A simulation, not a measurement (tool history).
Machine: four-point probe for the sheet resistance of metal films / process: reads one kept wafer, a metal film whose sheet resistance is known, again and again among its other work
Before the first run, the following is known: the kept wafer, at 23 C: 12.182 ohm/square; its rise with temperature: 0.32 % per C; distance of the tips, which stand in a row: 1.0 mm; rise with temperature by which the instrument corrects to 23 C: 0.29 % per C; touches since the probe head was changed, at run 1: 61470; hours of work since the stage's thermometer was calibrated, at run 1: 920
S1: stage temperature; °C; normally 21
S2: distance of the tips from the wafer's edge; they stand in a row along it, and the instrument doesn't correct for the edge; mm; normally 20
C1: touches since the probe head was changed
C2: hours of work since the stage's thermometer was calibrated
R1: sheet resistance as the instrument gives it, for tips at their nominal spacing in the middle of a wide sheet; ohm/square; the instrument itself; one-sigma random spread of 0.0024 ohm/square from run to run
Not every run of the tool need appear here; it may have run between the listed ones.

run   hour  S1  S2     C1    C2         R1
  1    0.0  21  20  61470   920  12.291366
  2   47.2  21  20  63044   946  12.286980
  3   86.3  23  20  64350   967  12.293973
  4  130.2  23  20  65817   991  12.302273
  5  157.5  26  20  66729  1006  12.310991
  6  186.0  26   6  67681  1022  12.478520
  7  232.5  28   6  69235  1047  12.491947
  8  266.4  28   6  70364  1066  12.486200
  9  310.9  28   6  71851  1090  12.490404
 10  350.1  28   9  73160  1112  12.395932
 11  382.9  28   9  74254  1130  12.391298
 12  439.1  28   9  76131  1161  12.393512
     444.6  -- stage's thermometer calibrated
 13  467.7  21   6  77072    13  12.475849
 14  527.2  21   5  79058    45  12.556166
 15  566.2  21   5  80359    67  12.553777
 16  596.2  23   5  81361    83  12.563749
 17  621.9  21   4  82219    97  12.705093
     632.2  -- stage's thermometer calibrated, once more
 18  679.6  29   8  84130    26  12.416866
 19  715.1  26  10  85316    45  12.376820
 20  749.6  24  48  86466    64  12.305760
 21  779.0  22  16  87448    80  12.322008
 22  809.9  21   9  88481    97  12.374326
 23  869.1  21   9  90458   130  12.379225
 24  920.9  20  69  92188   158  12.295996
 25  974.2  20  69  93966   187  12.293873

Each row is a separate what-if for the run after 25, all from the same tool condition, not one after another. Results?
  A  1022.9  19  69  95593  214   ?
  B  1022.9  19  69  95593  214   ?
  C  1022.9  20   6  95593  214   ?

run         R1
  A  12.295811
  B  12.296869
  C  12.476768
Had the tool no hidden state, the same runs would have come out as:
run         R1
  A  12.169691
  B  12.170737
  C  12.348942
